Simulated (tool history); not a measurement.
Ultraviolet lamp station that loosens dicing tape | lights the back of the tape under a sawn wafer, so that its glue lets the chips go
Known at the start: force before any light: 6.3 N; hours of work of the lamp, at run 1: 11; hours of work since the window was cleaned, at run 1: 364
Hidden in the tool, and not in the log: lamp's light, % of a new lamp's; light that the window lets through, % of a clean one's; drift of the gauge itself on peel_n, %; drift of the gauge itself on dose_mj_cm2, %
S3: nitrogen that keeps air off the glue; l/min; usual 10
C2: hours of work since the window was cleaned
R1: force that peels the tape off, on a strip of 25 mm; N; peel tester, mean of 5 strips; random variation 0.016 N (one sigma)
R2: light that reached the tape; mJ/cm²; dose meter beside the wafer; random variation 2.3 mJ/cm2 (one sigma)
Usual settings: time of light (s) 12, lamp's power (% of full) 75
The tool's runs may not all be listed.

{"run": 1, "hour": 0.0, "time of light (s)": 12, "lamp's power (% of full)": 75, "S3": 10, "hours of work of the lamp": 11, "C2": 364, "R1": 1.02, "R2": 203}
{"run": 2, "hour": 4.6, "time of light (s)": 12, "lamp's power (% of full)": 75, "S3": 10, "hours of work of the lamp": 13, "C2": 366, "R1": 1.03, "R2": 209}
{"run": 3, "hour": 12.7, "time of light (s)": 12, "lamp's power (% of full)": 82, "S3": 10, "hours of work of the lamp": 17, "C2": 370, "R1": 0.874, "R2": 227}
{"run": 4, "hour": 18.1, "time of light (s)": 12, "lamp's power (% of full)": 82, "S3": 4, "hours of work of the lamp": 20, "C2": 373, "R1": 1.198, "R2": 223}
{"run": 5, "hour": 27.5, "time of light (s)": 12, "lamp's power (% of full)": 75, "S3": 10, "hours of work of the lamp": 24, "C2": 377, "R1": 1.006, "R2": 204}
{"run": 6, "hour": 36.8, "time of light (s)": 12, "lamp's power (% of full)": 75, "S3": 10, "hours of work of the lamp": 29, "C2": 382, "R1": 1.011, "R2": 201}
{"run": 7, "hour": 44.8, "time of light (s)": 12, "lamp's power (% of full)": 75, "S3": 10, "hours of work of the lamp": 32, "C2": 385, "R1": 1.037, "R2": 204}
{"hour": 50.6, "done": "window cleaned of glue's vapour"}
{"run": 8, "hour": 52.9, "time of light (s)": 16, "lamp's power (% of full)": 75, "S3": 10, "hours of work of the lamp": 36, "C2": 1, "R1": 0.827, "R2": 236}
{"run": 9, "hour": 60.0, "time of light (s)": 16, "lamp's power (% of full)": 75, "S3": 10, "hours of work of the lamp": 40, "C2": 5, "R1": 0.805, "R2": 241}
{"run": 10, "hour": 64.9, "time of light (s)": 7, "lamp's power (% of full)": 75, "S3": 10, "hours of work of the lamp": 42, "C2": 7, "R1": 2.331, "R2": 103}
{"run": 11, "hour": 71.5, "time of light (s)": 7, "lamp's power (% of full)": 75, "S3": 10, "hours of work of the lamp": 45, "C2": 10, "R1": 2.407, "R2": 101}
{"run": 12, "hour": 76.0, "time of light (s)": 7, "lamp's power (% of full)": 75, "S3": 10, "hours of work of the lamp": 47, "C2": 12, "R1": 2.45, "R2": 103}
{"run": 13, "hour": 82.3, "time of light (s)": 7, "lamp's power (% of full)": 75, "S3": 10, "hours of work of the lamp": 50, "C2": 15, "R1": 2.369, "R2": 101}
{"run": 14, "hour": 86.8, "time of light (s)": 12, "lamp's power (% of full)": 60, "S3": 10, "hours of work of the lamp": 52, "C2": 17, "R1": 1.743, "R2": 139}
{"run": 15, "hour": 94.2, "time of light (s)": 12, "lamp's power (% of full)": 60, "S3": 10, "hours of work of the lamp": 56, "C2": 21, "R1": 1.76, "R2": 141}
{"run": 16, "hour": 98.7, "time of light (s)": 12, "lamp's power (% of full)": 60, "S3": 10, "hours of work of the lamp": 58, "C2": 23, "R1": 1.719, "R2": 140}
{"run": 17, "hour": 105.0, "time of light (s)": 12, "lamp's power (% of full)": 71, "S3": 10, "hours of work of the lamp": 61, "C2": 26, "R1": 1.395, "R2": 165}
{"hour": 107.9, "done": "window cleaned of glue's vapour, once more"}
{"run": 18, "hour": 111.0, "time of light (s)": 12, "lamp's power (% of full)": 71, "S3": 10, "hours of work of the lamp": 64, "C2": 1, "R1": 0.869, "R2": 228}
{"run": 19, "hour": 116.0, "time of light (s)": 12, "lamp's power (% of full)": 71, "S3": 10, "hours of work of the lamp": 66, "C2": 4, "R1": 0.865, "R2": 226}
{"run": 20, "hour": 125.3, "time of light (s)": 12, "lamp's power (% of full)": 71, "S3": 10, "hours of work of the lamp": 71, "C2": 8, "R1": 0.891, "R2": 226}
{"run": 21, "hour": 131.2, "time of light (s)": 12, "lamp's power (% of full)": 71, "S3": 10, "hours of work of the lamp": 74, "C2": 11, "R1": 0.89, "R2": 224}
{"run": 22, "hour": 140.5, "time of light (s)": 12, "lamp's power (% of full)": 75, "S3": 10, "hours of work of the lamp": 78, "C2": 16, "R1": 0.848, "R2": 239}
{"run": 23, "hour": 146.2, "time of light (s)": 7, "lamp's power (% of full)": 89, "S3": 3, "hours of work of the lamp": 81, "C2": 18, "R1": 2.026, "R2": 169}
{"run": 24, "hour": 155.0, "time of light (s)": 7, "lamp's power (% of full)": 75, "S3": 4, "hours of work of the lamp": 85, "C2": 23, "R1": 2.103, "R2": 134}
{"run": 25, "hour": 160.6, "time of light (s)": 7, "lamp's power (% of full)": 75, "S3": 4, "hours of work of the lamp": 88, "C2": 25, "R1": 2.206, "R2": 138}
{"run": 26, "hour": 166.3, "time of light (s)": 11, "lamp's power (% of full)": 75, "S3": 3, "hours of work of the lamp": 90, "C2": 28, "R1": 1.431, "R2": 214}
{"run": 27, "hour": 170.7, "time of light (s)": 13, "lamp's power (% of full)": 93, "S3": 3, "hours of work of the lamp": 93, "C2": 30, "R1": 0.8, "R2": 320}
{"run": 28, "hour": 175.6, "time of light (s)": 13, "lamp's power (% of full)": 93, "S3": 3, "hours of work of the lamp": 95, "C2": 33, "R1": 0.791, "R2": 321}
{"run": 29, "hour": 183.5, "time of light (s)": 13, "lamp's power (% of full)": 93, "S3": 3, "hours of work of the lamp": 99, "C2": 36, "R1": 0.763, "R2": 313}
{"run": 30, "hour": 192.8, "time of light (s)": 13, "lamp's power (% of full)": 77, "S3": 19, "hours of work of the lamp": 103, "C2": 41, "R1": 0.597, "R2": 258}
{"run": 31, "hour": 199.9, "time of light (s)": 13, "lamp's power (% of full)": 75, "S3": 10, "hours of work of the lamp": 107, "C2": 44, "R1": 0.74, "R2": 248}
{"run": 32, "hour": 205.7, "time of light (s)": 13, "lamp's power (% of full)": 75, "S3": 10, "hours of work of the lamp": 109, "C2": 47, "R1": 0.761, "R2": 250}
{"run": 33, "hour": 212.5, "time of light (s)": 16, "lamp's power (% of full)": 75, "S3": 12, "hours of work of the lamp": 113, "C2": 50, "R1": 0.492, "R2": 305}
{"run": 34, "hour": 217.3, "time of light (s)": 10, "lamp's power (% of full)": 77, "S3": 20, "hours of work of the lamp": 115, "C2": 53, "R1": 0.904, "R2": 198}
{"run": 35, "hour": 226.0, "time of light (s)": 11, "lamp's power (% of full)": 75, "S3": 10, "hours of work of the lamp": 119, "C2": 57, "R1": 0.985, "R2": 209}
{"run": 36, "hour": 234.2, "time of light (s)": 11, "lamp's power (% of full)": 75, "S3": 10, "hours of work of the lamp": 123, "C2": 61, "R1": 1.019, "R2": 208}
{"run": 37, "hour": 241.6, "time of light (s)": 13, "lamp's power (% of full)": 75, "S3": 4, "hours of work of the lamp": 127, "C2": 64, "R1": 1.005, "R2": 248}
{"run": 38, "hour": 247.7, "time of light (s)": 17, "lamp's power (% of full)": 66, "S3": 7, "hours of work of the lamp": 130, "C2": 67, "R1": 0.677, "R2": 281}
{"run": 39, "hour": 256.3, "time of light (s)": 17, "lamp's power (% of full)": 61, "S3": 16, "hours of work of the lamp": 134, "C2": 71, "R1": 0.577, "R2": 262}
{"run": 40, "hour": 260.2, "time of light (s)": 12, "lamp's power (% of full)": 61, "S3": 12, "hours of work of the lamp": 136, "C2": 73, "R1": 1.148, "R2": 189}
{"run": 41, "hour": 264.4, "time of light (s)": 13, "lamp's power (% of full)": 87, "S3": 7, "hours of work of the lamp": 138, "C2": 75, "R1": 0.646, "R2": 283}
{"run": 42, "hour": 269.6, "time of light (s)": 12, "lamp's power (% of full)": 100, "S3": 15, "hours of work of the lamp": 140, "C2": 78, "R1": 0.476, "R2": 302}
{"run": 43, "hour": 274.1, "time of light (s)": 8, "lamp's power (% of full)": 99, "S3": 12, "hours of work of the lamp": 142, "C2": 80, "R1": 1.02, "R2": 197}
{"run": 44, "hour": 283.3, "time of light (s)": 12, "lamp's power (% of full)": 78, "S3": 5, "hours of work of the lamp": 147, "C2": 84, "R1": 1.034, "R2": 234}

3 ways to go on from here, each from the tool as it stands after run 44. What would each give?
{"run": "A", "hour": 290.4, "time of light (s)": 12, "lamp's power (% of full)": 99, "S3": 10, "hours of work of the lamp": 150, "C2": 88, "R1": "?", "R2": "?"}
{"run": "B", "hour": 290.4, "time of light (s)": 12, "lamp's power (% of full)": 75, "S3": 9, "hours of work of the lamp": 150, "C2": 88, "R1": "?", "R2": "?"}
{"run": "C", "hour": 290.4, "time of light (s)": 12, "lamp's power (% of full)": 75, "S3": 5, "hours of work of the lamp": 150, "C2": 88, "R1": "?", "R2": "?"}

run=A R1=0.534 R2=296
run=B R1=0.918 R2=224
run=C R1=1.097 R2=224
Without the tool's hidden state the same runs would have given:
run=A R1=0.459 R2=323
run=B R1=0.794 R2=244
run=C R1=0.956 R2=244
